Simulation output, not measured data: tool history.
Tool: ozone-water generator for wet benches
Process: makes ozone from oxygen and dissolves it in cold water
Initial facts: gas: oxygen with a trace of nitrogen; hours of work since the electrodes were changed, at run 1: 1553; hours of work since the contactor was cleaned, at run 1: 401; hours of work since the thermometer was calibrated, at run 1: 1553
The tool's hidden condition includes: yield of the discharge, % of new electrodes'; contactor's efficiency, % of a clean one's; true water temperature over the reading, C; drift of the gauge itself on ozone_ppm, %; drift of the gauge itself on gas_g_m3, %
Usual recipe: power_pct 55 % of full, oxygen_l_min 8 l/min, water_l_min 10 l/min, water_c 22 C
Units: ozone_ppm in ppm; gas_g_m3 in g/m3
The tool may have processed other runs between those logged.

run,hour,power_pct,oxygen_l_min,water_l_min,water_c,hours of work since the electrodes were changed,hours of work since the contactor was cleaned,hours of work since the thermometer was calibrated,ozone_ppm,gas_g_m3
1,0,55,8,10,22,1553,401,1553,28.8,159.1
2,115.5,55,8,10,22,1640,488,1640,28.6,158.5
3,274.1,55,8,10,22,1760,608,1760,28.4,158.7
4,463.9,55,8,10,22,1903,751,1903,28.5,160.5
5,672.6,55,8,10,22,2060,909,2060,28.4,160.1
6,868.4,55,4.79,10,22,2208,1057,2208,31.7,208.6
7,1011.9,55,8,10,22,2317,1165,2317,28.6,160.2
8,1232.4,58,8,10,22,2483,1331,2483,29.6,167.5
9,1425.3,58,8,10,22,2629,1477,2629,29.7,167.7
10,1526.5,58,8,10,22,2705,1553,2705,30.3,169.2
# hour 1653.4: water thermometer calibrated
11,1747,60,8,10,22,2871,1719,71,30.8,171.6
12,1901.6,60,8,10,22,2988,1836,187,31.3,172.3
13,2075,56,5.43,8,21,3119,1967,318,36.2,197.2
14,2204.5,55,8,10,25,3216,2065,416,26.6,160.7
15,2411.9,57,8,10,22,3373,2221,573,29.2,164.3
16,2512.9,63,8,15,22,3449,2297,649,25.6,179.4
17,2686.6,63,8,15,22,3580,2429,780,25.7,181
18,2847.3,86,4.32,11,15,3702,2550,901,50.1,320.8
19,2970.8,55,13.57,10,15,3795,2643,994,29,122.4
20,3167.6,55,13.57,7,15,3943,2792,1143,32.7,121.5

Each row is a separate what-if for the run after 20, all from the same tool condition, not one after another. Results?
A,3265.7,59,8,9,22,4017,2866,1217,?,?
B,3265.7,55,13.57,10,23,4017,2866,1217,?,?
C,3265.7,80,10.58,7,21,4017,2866,1217,?,?
D,3265.7,43,7.62,7,15,4017,2866,1217,?,?

run,ozone_ppm,gas_g_m3
A,32.1,167.7
B,23.6,122.4
C,42.3,189.7
D,32.4,133.9
With no hidden state in the tool, these same runs would have given:
run,ozone_ppm,gas_g_m3
A,32.1,168
B,23.7,122.6
C,42.3,190.1
D,32.4,134

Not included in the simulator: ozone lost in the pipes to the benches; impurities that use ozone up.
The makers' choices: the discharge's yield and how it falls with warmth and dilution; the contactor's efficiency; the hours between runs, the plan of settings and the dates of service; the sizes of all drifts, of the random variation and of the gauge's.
